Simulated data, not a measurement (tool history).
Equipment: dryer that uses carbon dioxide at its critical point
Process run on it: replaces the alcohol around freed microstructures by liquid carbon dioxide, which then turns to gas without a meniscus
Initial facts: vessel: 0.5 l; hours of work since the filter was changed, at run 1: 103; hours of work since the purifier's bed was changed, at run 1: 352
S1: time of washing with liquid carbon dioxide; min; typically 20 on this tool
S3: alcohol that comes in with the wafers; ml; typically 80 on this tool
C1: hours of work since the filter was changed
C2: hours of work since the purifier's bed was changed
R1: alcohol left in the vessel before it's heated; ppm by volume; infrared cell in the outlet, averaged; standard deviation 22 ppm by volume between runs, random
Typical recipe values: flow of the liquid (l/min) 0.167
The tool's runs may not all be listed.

run 1 hour=0.0 | S1=20 flow_of_the_liquid_(l/min)=0.167 S3=80 | C1=103 C2=352 | R1=2021
run 2 hour=40.8 | S1=20 flow_of_the_liquid_(l/min)=0.167 S3=80 | C1=133 C2=383 | R1=2162
run 3 hour=88.3 | S1=20 flow_of_the_liquid_(l/min)=0.167 S3=50 | C1=169 C2=419 | R1=1537
run 4 hour=140.8 | S1=20 flow_of_the_liquid_(l/min)=0.167 S3=50 | C1=209 C2=459 | R1=1736
run 5 hour=172.5 | S1=20 flow_of_the_liquid_(l/min)=0.167 S3=80 | C1=233 C2=483 | R1=2934
run 6 hour=210.9 | S1=20 flow_of_the_liquid_(l/min)=0.167 S3=80 | C1=262 C2=512 | R1=3153
-- hour=234.5 inlet filter changed
run 7 hour=255.9 | S1=20 flow_of_the_liquid_(l/min)=0.167 S3=80 | C1=16 C2=545 | R1=1625
run 8 hour=301.1 | S1=20 flow_of_the_liquid_(l/min)=0.167 S3=80 | C1=50 C2=579 | R1=1811
run 9 hour=343.6 | S1=20 flow_of_the_liquid_(l/min)=0.167 S3=80 | C1=82 C2=611 | R1=1940
run 10 hour=401.6 | S1=20 flow_of_the_liquid_(l/min)=0.167 S3=80 | C1=126 C2=655 | R1=2119
run 11 hour=444.6 | S1=20 flow_of_the_liquid_(l/min)=0.167 S3=80 | C1=159 C2=687 | R1=2332
run 12 hour=477.4 | S1=20 flow_of_the_liquid_(l/min)=0.143 S3=80 | C1=183 C2=712 | R1=4402
run 13 hour=536.4 | S1=20 flow_of_the_liquid_(l/min)=0.167 S3=80 | C1=228 C2=757 | R1=2733
run 14 hour=601.0 | S1=14 flow_of_the_liquid_(l/min)=0.167 S3=108 | C1=277 C2=805 | R1=13258
-- hour=606.1 inlet filter changed
run 15 hour=628.8 | S1=30 flow_of_the_liquid_(l/min)=0.167 S3=80 | C1=17 C2=826 | R1=309
run 16 hour=672.3 | S1=21 flow_of_the_liquid_(l/min)=0.168 S3=25 | C1=50 C2=859 | R1=580
run 17 hour=701.1 | S1=21 flow_of_the_liquid_(l/min)=0.168 S3=25 | C1=72 C2=880 | R1=615
run 18 hour=756.7 | S1=19 flow_of_the_liquid_(l/min)=0.168 S3=25 | C1=114 C2=922 | R1=947
run 19 hour=811.2 | S1=17 flow_of_the_liquid_(l/min)=0.183 S3=25 | C1=155 C2=963 | R1=1143
run 20 hour=871.0 | S1=17 flow_of_the_liquid_(l/min)=0.183 S3=25 | C1=200 C2=1009 | R1=1265
run 21 hour=934.8 | S1=15 flow_of_the_liquid_(l/min)=0.105 S3=80 | C1=248 C2=1057 | R1=23967
-- hour=978.3 inlet filter changed
run 22 hour=984.7 | S1=15 flow_of_the_liquid_(l/min)=0.105 S3=80 | C1=5 C2=1094 | R1=16692
run 23 hour=1035.7 | S1=20 flow_of_the_liquid_(l/min)=0.265 S3=52 | C1=43 C2=1132 | R1=307
run 24 hour=1084.6 | S1=13 flow_of_the_liquid_(l/min)=0.167 S3=80 | C1=80 C2=1169 | R1=8881
run 25 hour=1147.9 | S1=14 flow_of_the_liquid_(l/min)=0.109 S3=105 | C1=128 C2=1217 | R1=28342

Here are 5 independent what-if runs from the current tool condition. What would each one return?
run A hour=1204.5 | S1=14 flow_of_the_liquid_(l/min)=0.109 S3=57 | C1=171 C2=1260 | R1=?
run B hour=1204.5 | S1=25 flow_of_the_liquid_(l/min)=0.165 S3=45 | C1=171 C2=1260 | R1=?
run C hour=1204.5 | S1=15 flow_of_the_liquid_(l/min)=0.109 S3=67 | C1=171 C2=1260 | R1=?
run D hour=1204.5 | S1=27 flow_of_the_liquid_(l/min)=0.138 S3=105 | C1=171 C2=1260 | R1=?
run E hour=1204.5 | S1=20 flow_of_the_liquid_(l/min)=0.134 S3=57 | C1=171 C2=1260 | R1=?

run=A R1=16150
run=B R1=743
run=C R1=17198
run=D R1=2105
run=E R1=3957
Had the tool no hidden state, the same runs would have come out as:
run=A R1=12829
run=B R1=279
run=C R1=13458
run=D R1=1104
run=E R1=2552

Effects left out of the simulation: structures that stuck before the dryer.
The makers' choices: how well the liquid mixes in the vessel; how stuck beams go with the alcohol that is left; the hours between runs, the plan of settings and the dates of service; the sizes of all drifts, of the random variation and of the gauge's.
